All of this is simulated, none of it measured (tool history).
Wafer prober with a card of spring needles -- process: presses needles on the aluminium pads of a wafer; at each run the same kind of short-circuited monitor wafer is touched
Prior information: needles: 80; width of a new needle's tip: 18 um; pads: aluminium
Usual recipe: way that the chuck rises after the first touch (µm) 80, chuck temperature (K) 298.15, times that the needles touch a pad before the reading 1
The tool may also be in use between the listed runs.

| run | hour | way that the chuck rises after the first touch (µm) | chuck temperature (K) | times that the needles touch a pad before the reading | resistance of one needle with its contact and lead (mohm) | way that a needle slides on the pad (µm) |
|---|---|---|---|---|---|---|
| 1 | 0.0 | 80 | 298.15 | 1 | 243 | 17.78 |
|  | 6.6 | tips cleaned on abrasive film |
| 2 | 8.1 | 80 | 298.15 | 1 | 244 | 17.78 |
|  | 20.6 | tips cleaned on abrasive film |
| 3 | 23.4 | 80 | 298.15 | 1 | 238 | 17.76 |
|  | 33.9 | tips cleaned on abrasive film |
| 4 | 40.6 | 80 | 307.15 | 1 | 246 | 17.71 |
|  | 47.3 | tips cleaned on abrasive film |
| 5 | 54.3 | 80 | 307.15 | 1 | 242 | 17.68 |
|  | 60.8 | tips cleaned on abrasive film |
| 6 | 71.2 | 80 | 307.15 | 1 | 251 | 17.66 |
|  | 74.2 | tips cleaned on abrasive film |
| 7 | 82.9 | 80 | 307.15 | 1 | 243 | 17.62 |
|  | 87.9 | tips cleaned on abrasive film |
| 8 | 92.5 | 80 | 310.15 | 1 | 251 | 17.63 |
|  | 101.3 | tips cleaned on abrasive film |
| 9 | 108.1 | 85 | 310.15 | 3 | 245 | 18.72 |
|  | 114.3 | tips cleaned on abrasive film |
| 10 | 124.6 | 61 | 348.15 | 1 | 267 | 13.40 |
|  | 128.3 | tips cleaned on abrasive film |
| 11 | 133.8 | 80 | 311.15 | 1 | 245 | 17.58 |
|  | 141.5 | tips cleaned on abrasive film |
|  | 145.9 | height of the first contact set anew |
| 12 | 148.2 | 80 | 311.15 | 3 | 251 | 17.53 |
|  | 156.2 | tips cleaned on abrasive film |
| 13 | 157.9 | 68 | 325.15 | 1 | 254 | 14.90 |
|  | 169.3 | tips cleaned on abrasive film |
| 14 | 175.1 | 68 | 325.15 | 1 | 252 | 14.90 |
|  | 182.8 | tips cleaned on abrasive film |
| 15 | 188.1 | 80 | 358.15 | 3 | 261 | 17.51 |
|  | 196.6 | tips cleaned on abrasive film |
| 16 | 199.7 | 72 | 338.15 | 3 | 258 | 15.73 |

5 options for the next run, each taken on its own from the tool as it stands now. Forecast them:
|  | 209.6 | tips cleaned on abrasive film |
| A | 209.6 | 80 | 326.15 | 2 | ? | ? |
|  | 209.6 | tips cleaned on abrasive film |
| B | 209.6 | 72 | 338.15 | 1 | ? | ? |
|  | 209.6 | tips cleaned on abrasive film |
| C | 209.6 | 65 | 384.15 | 1 | ? | ? |
|  | 209.6 | tips cleaned on abrasive film |
| D | 209.6 | 65 | 299.15 | 1 | ? | ? |
|  | 209.6 | tips cleaned on abrasive film |
| E | 209.6 | 80 | 377.15 | 2 | ? | ? |

| run | resistance of one needle with its contact and lead (mohm) | way that a needle slides on the pad (µm) |
|---|---|---|
| A | 257 | 17.49 |
| B | 254 | 15.72 |
| C | 272 | 14.19 |
| D | 249 | 14.18 |
| E | 264 | 17.48 |
With the hidden condition removed and each run's random variation left untouched, the same runs would have given:
| run | resistance of one needle with its contact and lead (mohm) | way that a needle slides on the pad (µm) |
|---|---|---|
| A | 257 | 17.78 |
| B | 253 | 15.98 |
| C | 272 | 14.43 |
| D | 249 | 14.42 |
| E | 264 | 17.77 |
